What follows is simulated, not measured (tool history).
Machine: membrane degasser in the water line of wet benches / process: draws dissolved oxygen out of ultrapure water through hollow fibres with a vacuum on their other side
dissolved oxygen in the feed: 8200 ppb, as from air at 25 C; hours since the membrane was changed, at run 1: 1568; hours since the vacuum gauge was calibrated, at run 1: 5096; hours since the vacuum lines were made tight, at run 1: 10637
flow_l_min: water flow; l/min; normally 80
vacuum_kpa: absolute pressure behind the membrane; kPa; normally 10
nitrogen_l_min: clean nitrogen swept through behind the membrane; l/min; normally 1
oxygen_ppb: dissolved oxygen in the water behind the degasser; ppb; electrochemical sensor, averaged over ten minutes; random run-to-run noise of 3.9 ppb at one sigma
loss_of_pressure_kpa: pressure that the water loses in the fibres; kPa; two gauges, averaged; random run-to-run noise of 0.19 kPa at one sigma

| run | day | flow_l_min | vacuum_kpa | nitrogen_l_min | hours since the membrane was changed | hours since the vacuum gauge was calibrated | hours since the vacuum lines were made tight | oxygen_ppb | loss_of_pressure_kpa |
|---|---|---|---|---|---|---|---|---|---|
| 1 | 0 | 80 | 10 | 1 | 1568 | 5096 | 10637 | 1079.9 | 41.36 |
| 2 | 1.221 | 80 | 10 | 1 | 1597 | 5125 | 10667 | 1068.7 | 41.09 |
| 3 | 3.338 | 80 | 10 | 1 | 1648 | 5176 | 10718 | 1069.8 | 41.29 |
| 4 | 5.171 | 80 | 10 | 1 | 1692 | 5220 | 10762 | 1078.6 | 41.21 |
| 5 | 7.179 | 80 | 10 | 2.13 | 1740 | 5268 | 10810 | 741.5 | 41.13 |
| 6 | 8.871 | 80 | 10 | 2.13 | 1781 | 5309 | 10850 | 740.5 | 41.2 |
| 7 | 10.717 | 80 | 10 | 2.13 | 1825 | 5353 | 10895 | 744.8 | 40.94 |
| 8 | 12.075 | 91 | 10 | 2.13 | 1858 | 5385 | 10927 | 902.6 | 46.61 |
| 9 | 13.233 | 80 | 10 | 1 | 1886 | 5413 | 10955 | 1081.9 | 40.73 |
| 10 | 14.5 | 80 | 10 | 1 | 1916 | 5444 | 10986 | 1075.6 | 40.4 |
| 11 | 15.662 | 80 | 10 | 1 | 1944 | 5472 | 11013 | 1064.1 | 40.56 |
| 12 | 17.012 | 80 | 10 | 1 | 1976 | 5504 | 11046 | 1071 | 40.12 |
|  | 18.858 | gauge calibrated |
| 13 | 19.167 | 80 | 10 | 1 | 2028 | 5556 | 11098 | 1074.9 | 41.52 |
| 14 | 20.046 | 80 | 10 | 1 | 2049 | 5577 | 11119 | 1076.1 | 41.16 |
| 15 | 21.742 | 80 | 10 | 1 | 2090 | 5617 | 11159 | 1075.5 | 41.25 |
| 16 | 22.775 | 80 | 10 | 1 | 2115 | 5642 | 11184 | 1078.7 | 40.97 |
| 17 | 23.696 | 80 | 10 | 1 | 2137 | 5664 | 11206 | 1079.5 | 41.22 |
| 18 | 24.7 | 82 | 11.9 | 0.62 | 2161 | 5688 | 11230 | 1627.5 | 42.26 |
| 19 | 26.512 | 112 | 21.2 | 1.58 | 2204 | 5732 | 11274 | 2294.3 | 57.25 |
| 20 | 28.646 | 80 | 14.2 | 0.42 | 2256 | 5783 | 11325 | 2252.9 | 40.88 |
| 21 | 30.671 | 80 | 10 | 1.63 | 2304 | 5832 | 11374 | 847.8 | 40.52 |
| 22 | 31.833 | 80 | 10 | 1 | 2332 | 5860 | 11401 | 1072.3 | 40.77 |
| 23 | 33.129 | 80 | 10 | 1 | 2363 | 5891 | 11433 | 1078 | 40.75 |
| 24 | 34.671 | 54 | 10 | 1 | 2400 | 5928 | 11470 | 705.3 | 27.49 |
| 25 | 36.388 | 54 | 7.8 | 1.82 | 2441 | 5969 | 11511 | 344 | 27.32 |
| 26 | 37.867 | 54 | 7.8 | 1.82 | 2477 | 6004 | 11546 | 343.7 | 27.41 |
| 27 | 39.362 | 54 | 7.8 | 1.82 | 2513 | 6040 | 11582 | 344.5 | 27.29 |

For run 28, what comes out?
| 28 | 40.929 | 86 | 12.9 | 1.32 | 2550 | 6078 | 11620 | ? | ? |

oxygen_ppb: 1290.9 ppb
loss_of_pressure_kpa: 43.26 kPa
If the tool had no hidden condition, the same run with the same run-to-run variation would have returned oxygen_ppb 1290.7 ppb, loss_of_pressure_kpa 44.52 kPa.
